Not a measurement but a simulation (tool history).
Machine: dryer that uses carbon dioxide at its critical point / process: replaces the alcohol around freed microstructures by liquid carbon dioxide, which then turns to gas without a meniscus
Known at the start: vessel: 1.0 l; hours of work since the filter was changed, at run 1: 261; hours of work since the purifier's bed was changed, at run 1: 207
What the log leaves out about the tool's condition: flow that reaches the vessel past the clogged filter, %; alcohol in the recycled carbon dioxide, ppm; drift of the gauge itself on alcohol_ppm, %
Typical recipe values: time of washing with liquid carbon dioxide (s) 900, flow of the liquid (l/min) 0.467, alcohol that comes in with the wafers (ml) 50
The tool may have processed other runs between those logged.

run,hour,time of washing with liquid carbon dioxide (s),flow of the liquid (l/min),alcohol that comes in with the wafers (ml),hours of work since the filter was changed,hours of work since the purifier's bed was changed,alcohol left in the vessel before it's heated (ppm by volume)
1,0,900,0.467,50,261,207,213
2,20.2,900,0.467,50,270,216,215
3,41.9,900,0.467,50,280,226,215
4,52,900,0.467,50,284,230,223
5,66.9,900,0.467,50,291,237,218
6,87.8,900,0.467,31,301,246,166
7,106.5,900,0.467,31,309,255,166
8,122.4,900,0.467,31,316,262,165
9,136.2,900,0.467,31,322,268,172
10,153.6,900,0.467,31,330,276,181
11,164.5,900,0.514,50,335,281,176
# hour 178.9: inlet filter changed
12,182.2,900,0.514,50,1,289,114
13,201.4,1440,0.467,50,10,297,69
14,222.6,1440,0.467,50,20,307,68
15,244.8,900,0.757,50,30,317,70
16,263.1,900,0.757,92,38,325,64
17,284.6,900,0.757,92,48,335,75
18,301.1,1020,0.467,50,55,342,124
19,310.8,1020,0.467,50,60,347,129
20,324.6,1020,0.467,34,66,353,113
21,344.1,1020,0.467,34,75,362,112
22,355.3,1020,0.467,34,80,367,119
23,367.7,900,0.467,34,85,372,163
24,389.2,1380,0.729,50,95,382,78
25,406.5,1380,0.729,50,103,390,80
26,427.8,900,0.307,38,112,400,845
27,441.2,1080,0.467,30,118,406,108
28,453.2,1140,0.351,69,124,411,329
29,462.7,1140,0.351,69,128,415,340
30,480.9,1140,0.283,35,136,423,467
31,502.2,600,0.709,62,146,433,275
32,514.2,1080,0.511,58,151,438,119
33,523.6,1080,0.511,58,156,443,121
34,537.3,900,0.387,52,162,449,506
35,547.1,1200,0.387,65,166,453,204
36,560.1,840,0.316,44,172,459,1192
37,579.4,780,0.467,59,181,468,500
38,596.7,1080,0.544,56,189,476,111
39,606.1,600,0.544,41,193,480,564
40,624.9,1020,0.447,31,201,488,170
41,641.1,660,0.467,110,209,496,1712
42,650.9,660,0.467,110,213,500,1772
43,671.4,1080,0.522,110,222,509,158
44,690,1080,0.522,110,231,518,165
45,710.8,900,0.295,117,240,527,3282
46,730.2,900,0.295,117,249,536,3226

What would each run have given without the hidden state, its run-to-run variation left as it was?
run,alcohol left in the vessel before it's heated (ppm by volume)
1,106
2,104
3,103
4,108
5,100
6,68
7,65
8,61
9,67
10,73
11,64
12,51
13,8
14,7
15,6
16,0
17,7
18,47
19,52
20,37
21,33
22,38
23,72
24,1
25,1
26,643
27,20
28,190
29,195
30,304
31,138
32,21
33,23
34,314
35,78
36,867
37,290
38,8
39,338
40,48
41,1167
42,1203
43,28
44,35
45,2306
46,2241
